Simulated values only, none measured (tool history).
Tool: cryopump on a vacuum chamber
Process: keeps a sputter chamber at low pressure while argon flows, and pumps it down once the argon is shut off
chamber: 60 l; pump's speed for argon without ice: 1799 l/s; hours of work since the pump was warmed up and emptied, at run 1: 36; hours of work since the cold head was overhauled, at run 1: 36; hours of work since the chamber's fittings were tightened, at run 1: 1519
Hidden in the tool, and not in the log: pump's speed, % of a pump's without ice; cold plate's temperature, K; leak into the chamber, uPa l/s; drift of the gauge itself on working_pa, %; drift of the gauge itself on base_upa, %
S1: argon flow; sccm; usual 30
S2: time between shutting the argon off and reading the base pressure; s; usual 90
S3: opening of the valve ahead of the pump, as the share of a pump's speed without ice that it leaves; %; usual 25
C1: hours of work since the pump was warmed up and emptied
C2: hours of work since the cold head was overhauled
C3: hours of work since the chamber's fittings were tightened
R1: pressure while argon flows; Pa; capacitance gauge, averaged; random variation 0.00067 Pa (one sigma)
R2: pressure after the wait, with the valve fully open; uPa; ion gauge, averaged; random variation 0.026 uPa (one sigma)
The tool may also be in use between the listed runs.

run,day,S1,S2,S3,C1,C2,C3,R1,R2
1,0.000,30,90,25,36,36,1519,0.1136,1.38
2,0.596,30,41,25,42,42,1526,0.1124,2.56
3,1.162,30,159,25,49,49,1532,0.1109,1.04
4,1.717,30,90,25,55,55,1538,0.1140,1.43
5,2.350,30,90,31,62,62,1545,0.0927,1.45
6,2.642,30,90,31,65,65,1548,0.0911,1.50
7,3.038,30,90,31,69,69,1553,0.0928,1.45
8,3.496,30,90,31,74,74,1558,0.0910,1.46
9,3.929,30,52,31,79,79,1563,0.0929,2.15
10,4.362,30,52,31,84,84,1567,0.0911,2.11
11,4.662,30,52,31,87,87,1571,0.0916,2.09
12,4.996,30,52,31,91,91,1574,0.0926,2.11
13,5.438,30,90,25,96,96,1579,0.1146,1.45
14,6.079,30,90,25,103,103,1586,0.1140,1.45
15,6.721,59,90,25,110,110,1593,0.2242,1.47
16,7.129,59,90,25,114,114,1598,0.2250,1.46
17,7.758,30,27,52,121,121,1605,0.0562,3.46
18,8.288,30,27,52,127,127,1611,0.0563,3.58
19,8.871,30,27,52,134,134,1617,0.0558,3.59
20,9.129,30,27,52,136,136,1620,0.0559,3.61
21,9.658,30,27,52,142,142,1626,0.0554,3.64
22,10.262,30,29,38,149,149,1632,0.0761,3.45
23,10.571,41,29,19,152,152,1636,0.2033,3.41
24,11.054,16,180,32,158,158,1641,0.0473,1.04
25,11.375,23,55,25,161,161,1645,0.0882,2.00
26,11.929,23,55,25,167,167,1651,0.0876,2.08
27,12.575,23,55,25,174,174,1658,0.0891,2.08
28,13.025,30,31,41,179,179,1663,0.0703,3.29

Measured less the same run without the tool's hidden state. The same run-to-run variation is in both; the gauge's scatter may not be:
run,R1,R2
1,+0.0004,+0.33
2,+0.0005,+0.35
3,+0.0006,+0.34
4,+0.0006,+0.35
5,+0.0007,+0.35
6,+0.0007,+0.36
7,+0.0008,+0.36
8,+0.0009,+0.37
9,+0.0009,+0.36
10,+0.0010,+0.36
11,+0.0010,+0.36
12,+0.0011,+0.37
13,+0.0011,+0.37
14,+0.0012,+0.38
15,+0.0026,+0.38
16,+0.0027,+0.37
17,+0.0014,+0.37
18,+0.0015,+0.37
19,+0.0016,+0.38
20,+0.0016,+0.39
21,+0.0017,+0.39
22,+0.0018,+0.39
23,+0.0025,+0.40
24,+0.0010,+0.40
25,+0.0015,+0.39
26,+0.0015,+0.40
27,+0.0016,+0.41
28,+0.0021,+0.42
